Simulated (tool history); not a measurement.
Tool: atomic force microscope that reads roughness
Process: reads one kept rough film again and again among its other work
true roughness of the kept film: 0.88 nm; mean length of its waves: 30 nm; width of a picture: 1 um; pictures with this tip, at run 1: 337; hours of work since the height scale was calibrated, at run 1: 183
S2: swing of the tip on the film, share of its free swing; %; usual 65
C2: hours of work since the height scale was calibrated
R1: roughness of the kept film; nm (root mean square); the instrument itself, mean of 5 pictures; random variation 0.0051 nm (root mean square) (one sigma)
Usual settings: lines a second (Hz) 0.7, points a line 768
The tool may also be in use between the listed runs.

{"run": 1, "hour": 0.0, "lines a second (Hz)": 0.7, "S2": 65, "points a line": 768, "pictures with this tip": 337, "C2": 183, "R1": 0.813}
{"hour": 11.0, "done": "new tip fitted"}
{"run": 2, "hour": 36.5, "lines a second (Hz)": 0.7, "S2": 65, "points a line": 768, "pictures with this tip": 47, "C2": 207, "R1": 0.831}
{"run": 3, "hour": 71.1, "lines a second (Hz)": 0.7, "S2": 65, "points a line": 768, "pictures with this tip": 110, "C2": 230, "R1": 0.835}
{"run": 4, "hour": 94.6, "lines a second (Hz)": 0.7, "S2": 65, "points a line": 768, "pictures with this tip": 153, "C2": 245, "R1": 0.822}
{"run": 5, "hour": 111.3, "lines a second (Hz)": 0.7, "S2": 65, "points a line": 768, "pictures with this tip": 184, "C2": 256, "R1": 0.818}
{"run": 6, "hour": 139.5, "lines a second (Hz)": 0.7, "S2": 65, "points a line": 768, "pictures with this tip": 236, "C2": 275, "R1": 0.816}
{"run": 7, "hour": 167.5, "lines a second (Hz)": 0.7, "S2": 65, "points a line": 768, "pictures with this tip": 287, "C2": 293, "R1": 0.799}
{"run": 8, "hour": 194.2, "lines a second (Hz)": 0.549, "S2": 65, "points a line": 768, "pictures with this tip": 336, "C2": 311, "R1": 0.809}
{"hour": 203.2, "done": "new tip fitted"}
{"run": 9, "hour": 232.3, "lines a second (Hz)": 0.549, "S2": 65, "points a line": 323, "pictures with this tip": 53, "C2": 335, "R1": 0.837}
{"run": 10, "hour": 267.5, "lines a second (Hz)": 0.549, "S2": 65, "points a line": 323, "pictures with this tip": 118, "C2": 359, "R1": 0.821}
{"run": 11, "hour": 300.8, "lines a second (Hz)": 0.549, "S2": 65, "points a line": 323, "pictures with this tip": 179, "C2": 380, "R1": 0.819}
{"run": 12, "hour": 322.7, "lines a second (Hz)": 0.549, "S2": 65, "points a line": 934, "pictures with this tip": 219, "C2": 395, "R1": 0.82}
{"run": 13, "hour": 343.2, "lines a second (Hz)": 0.549, "S2": 65, "points a line": 934, "pictures with this tip": 257, "C2": 408, "R1": 0.808}
{"run": 14, "hour": 362.0, "lines a second (Hz)": 0.549, "S2": 65, "points a line": 934, "pictures with this tip": 291, "C2": 421, "R1": 0.814}
{"run": 15, "hour": 384.8, "lines a second (Hz)": 0.549, "S2": 65, "points a line": 934, "pictures with this tip": 333, "C2": 436, "R1": 0.808}
{"hour": 396.5, "done": "new tip fitted"}
{"run": 16, "hour": 401.4, "lines a second (Hz)": 0.7, "S2": 65, "points a line": 511, "pictures with this tip": 9, "C2": 446, "R1": 0.839}
{"run": 17, "hour": 425.0, "lines a second (Hz)": 0.7, "S2": 65, "points a line": 440, "pictures with this tip": 52, "C2": 462, "R1": 0.821}
{"run": 18, "hour": 458.4, "lines a second (Hz)": 0.7, "S2": 65, "points a line": 440, "pictures with this tip": 113, "C2": 484, "R1": 0.821}
{"run": 19, "hour": 489.9, "lines a second (Hz)": 0.7, "S2": 65, "points a line": 440, "pictures with this tip": 171, "C2": 505, "R1": 0.815}
{"run": 20, "hour": 520.3, "lines a second (Hz)": 2.256, "S2": 65, "points a line": 768, "pictures with this tip": 227, "C2": 525, "R1": 0.79}
{"run": 21, "hour": 540.3, "lines a second (Hz)": 1.866, "S2": 71, "points a line": 310, "pictures with this tip": 264, "C2": 538, "R1": 0.761}
{"run": 22, "hour": 577.0, "lines a second (Hz)": 0.716, "S2": 80, "points a line": 508, "pictures with this tip": 331, "C2": 562, "R1": 0.78}
{"hour": 591.1, "done": "new tip fitted"}
{"run": 23, "hour": 599.7, "lines a second (Hz)": 1.173, "S2": 65, "points a line": 748, "pictures with this tip": 16, "C2": 576, "R1": 0.822}
{"run": 24, "hour": 629.9, "lines a second (Hz)": 1.173, "S2": 65, "points a line": 748, "pictures with this tip": 71, "C2": 596, "R1": 0.82}
{"run": 25, "hour": 658.3, "lines a second (Hz)": 0.924, "S2": 77, "points a line": 412, "pictures with this tip": 124, "C2": 615, "R1": 0.802}
{"run": 26, "hour": 682.5, "lines a second (Hz)": 0.509, "S2": 63, "points a line": 266, "pictures with this tip": 168, "C2": 631, "R1": 0.809}
{"run": 27, "hour": 700.3, "lines a second (Hz)": 0.509, "S2": 63, "points a line": 266, "pictures with this tip": 201, "C2": 643, "R1": 0.804}
{"run": 28, "hour": 729.6, "lines a second (Hz)": 1.687, "S2": 65, "points a line": 1016, "pictures with this tip": 254, "C2": 662, "R1": 0.793}
{"run": 29, "hour": 757.9, "lines a second (Hz)": 1.687, "S2": 65, "points a line": 1016, "pictures with this tip": 306, "C2": 681, "R1": 0.79}
{"run": 30, "hour": 779.5, "lines a second (Hz)": 0.614, "S2": 56, "points a line": 488, "pictures with this tip": 346, "C2": 695, "R1": 0.797}
{"hour": 784.7, "done": "new tip fitted"}
{"run": 31, "hour": 816.1, "lines a second (Hz)": 0.614, "S2": 56, "points a line": 478, "pictures with this tip": 57, "C2": 718, "R1": 0.833}
{"run": 32, "hour": 848.0, "lines a second (Hz)": 1.426, "S2": 56, "points a line": 478, "pictures with this tip": 116, "C2": 739, "R1": 0.806}
{"run": 33, "hour": 875.7, "lines a second (Hz)": 0.7, "S2": 55, "points a line": 263, "pictures with this tip": 167, "C2": 758, "R1": 0.81}
{"run": 34, "hour": 905.8, "lines a second (Hz)": 0.7, "S2": 70, "points a line": 263, "pictures with this tip": 222, "C2": 778, "R1": 0.787}
{"run": 35, "hour": 923.8, "lines a second (Hz)": 0.7, "S2": 69, "points a line": 286, "pictures with this tip": 255, "C2": 789, "R1": 0.8}
{"run": 36, "hour": 941.0, "lines a second (Hz)": 0.7, "S2": 69, "points a line": 286, "pictures with this tip": 287, "C2": 801, "R1": 0.791}
{"run": 37, "hour": 972.9, "lines a second (Hz)": 0.586, "S2": 65, "points a line": 609, "pictures with this tip": 345, "C2": 822, "R1": 0.796}

Run 38 comes next. What will it give?
{"hour": 976.9, "done": "new tip fitted"}
{"run": 38, "hour": 996.5, "lines a second (Hz)": 0.586, "S2": 65, "points a line": 609, "pictures with this tip": 36, "C2": 837, "R1": "?"}

Run 38 gave R1 0.83 nm (root mean square).
Without the tool's hidden state the same run would have given R1 0.842 nm (root mean square).

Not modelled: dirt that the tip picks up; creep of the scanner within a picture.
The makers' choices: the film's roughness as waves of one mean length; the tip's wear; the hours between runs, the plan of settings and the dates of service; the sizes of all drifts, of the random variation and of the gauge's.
